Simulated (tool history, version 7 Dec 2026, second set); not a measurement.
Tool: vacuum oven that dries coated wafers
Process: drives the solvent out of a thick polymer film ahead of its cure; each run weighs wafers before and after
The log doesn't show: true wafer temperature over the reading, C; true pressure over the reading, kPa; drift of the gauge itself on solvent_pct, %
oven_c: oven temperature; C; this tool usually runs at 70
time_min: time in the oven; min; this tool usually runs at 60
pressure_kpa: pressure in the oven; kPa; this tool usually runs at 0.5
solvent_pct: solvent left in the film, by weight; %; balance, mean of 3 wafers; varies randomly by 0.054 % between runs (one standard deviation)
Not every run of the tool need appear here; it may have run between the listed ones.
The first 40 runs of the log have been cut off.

| run | hour | oven_c | time_min | pressure_kpa | hours of work since the thermocouples were calibrated | hours of work since the vacuum gauge was cleaned of residue | solvent_pct |
|---|---|---|---|---|---|---|---|
| 41 | 1193.1 | 57 | 41 | 0.306 | 367 | 1071 | 7.19 |
| 42 | 1227.8 | 80 | 33 | 0.411 | 383 | 1088 | 1.74 |
| 43 | 1245.3 | 73 | 54 | 1.002 | 392 | 1096 | 1.94 |
| 44 | 1265.2 | 76 | 85 | 0.894 | 402 | 1106 | 0.51 |
| 45 | 1303.3 | 78 | 67 | 0.5 | 420 | 1124 | 0.61 |
| 46 | 1341.6 | 63 | 60 | 1.32 | 438 | 1143 | 4.36 |
| 47 | 1369.3 | 80 | 96 | 0.5 | 452 | 1156 | 0.06 |
| 48 | 1403 | 70 | 40 | 0.5 | 468 | 1173 | 3.68 |

What if the next run were any one of these 3? Each begins from the tool's condition after run 48:
| A | 1438.1 | 70 | 100 | 0.928 | 485 | 1190 | ? |
| B | 1438.1 | 69 | 33 | 0.285 | 485 | 1190 | ? |
| C | 1438.1 | 70 | 60 | 0.812 | 485 | 1190 | ? |

| run | solvent_pct |
|---|---|
| A | 1 |
| B | 4.72 |
| C | 2.22 |
Stripped of hidden state, with their random variation kept, the same runs would have yielded:
| run | solvent_pct |
|---|---|
| A | 0.99 |
| B | 4.71 |
| C | 2.21 |

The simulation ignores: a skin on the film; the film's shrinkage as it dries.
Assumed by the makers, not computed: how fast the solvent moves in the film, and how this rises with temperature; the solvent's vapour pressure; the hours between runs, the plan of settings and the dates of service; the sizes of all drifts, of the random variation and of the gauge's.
